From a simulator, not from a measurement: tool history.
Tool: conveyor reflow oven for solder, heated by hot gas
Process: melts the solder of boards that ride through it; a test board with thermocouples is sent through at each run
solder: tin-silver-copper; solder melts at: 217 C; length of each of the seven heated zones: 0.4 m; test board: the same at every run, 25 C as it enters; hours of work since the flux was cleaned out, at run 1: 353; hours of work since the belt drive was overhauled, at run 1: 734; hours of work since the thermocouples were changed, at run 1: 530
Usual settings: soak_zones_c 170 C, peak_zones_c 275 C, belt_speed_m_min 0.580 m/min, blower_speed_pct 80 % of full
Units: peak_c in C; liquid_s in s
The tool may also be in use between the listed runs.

run	day	soak_zones_c	peak_zones_c	belt_speed_m_min	blower_speed_pct	hours of work since the flux was cleaned out	hours of work since the belt drive was overhauled	hours of work since the thermocouples were changed	peak_c	liquid_s
1	0.000	170	275	0.580	80	353	734	530	253.4	61.7
2	2.596	179	275	0.580	80	394	775	571	255.2	66.2
# day 3.733: thermocouples of zones 6 and 7 changed
3	4.217	179	275	0.530	80	418	799	8	259.5	76.3
4	5.904	179	275	0.530	80	444	825	34	259.1	76.4
5	7.946	179	275	0.530	80	477	857	66	259.3	75.4
# day 8.471: flux residue cleaned out of gas plates and filters
6	10.500	179	275	0.530	80	32	894	103	261.4	77.5
7	12.400	179	275	0.530	80	62	924	133	260.7	77.7
8	14.008	179	275	0.530	80	87	949	158	261.1	77.9
9	15.471	170	275	0.580	80	110	972	181	255.7	64.1
10	16.896	170	275	0.540	80	132	995	204	258.0	70.8
11	18.596	170	265	0.580	80	159	1021	230	247.2	57.1
12	20.633	170	265	0.580	80	191	1054	262	247.2	56.3
13	21.971	170	275	0.580	80	212	1075	283	255.6	63.3
14	23.517	170	275	0.580	65	236	1099	308	252.3	59.9
15	26.162	170	275	0.580	65	278	1140	349	251.9	59.1
16	28.179	167	275	0.644	65	310	1172	381	246.4	46.9
17	30.596	167	275	0.644	65	348	1210	419	245.9	47.3
18	32.975	167	275	0.644	65	385	1247	456	245.8	46.8
19	34.488	170	275	0.644	85	409	1271	480	250.7	53.1
20	35.988	173	275	0.580	80	433	1295	504	254.0	63.4
21	37.746	173	275	0.470	70	460	1323	531	259.0	84.3
# day 39.342: flux residue cleaned out of gas plates and filters
22	40.117	170	278	0.580	80	12	1356	565	257.8	65.9
# day 41.650: thermocouples of zones 6 and 7 changed
23	42.188	170	284	0.564	80	43	1388	8	267.0	73.4
24	43.671	170	285	0.677	51	67	1411	32	250.5	48.6
25	45.792	161	269	0.629	84	100	1444	65	248.9	50.7
26	47.496	170	283	0.580	68	127	1471	92	261.7	67.0
27	49.296	170	283	0.580	72	155	1499	120	262.0	68.0
28	50.879	176	283	0.605	73	180	1524	145	261.6	67.2
29	51.975	155	288	0.664	86	197	1542	162	260.5	54.5

Forecast each of these 5 alternatives for the next run:
A	53.071	170	288	0.580	63	215	1559	180	?	?
B	53.071	175	288	0.664	67	215	1559	180	?	?
C	53.071	155	288	0.489	83	215	1559	180	?	?
D	53.071	170	290	0.602	80	215	1559	180	?	?
E	53.071	155	286	0.664	50	215	1559	180	?	?

run	peak_c	liquid_s
A	263.9	69.1
B	260.4	59.2
C	272.7	83.4
D	268.4	69.5
E	246.7	41.9
Without the tool's hidden state the same runs would have given:
run	peak_c	liquid_s
A	264.7	67.9
B	261.3	58.3
C	273.8	81.9
D	269.4	68.3
E	247.4	41.4
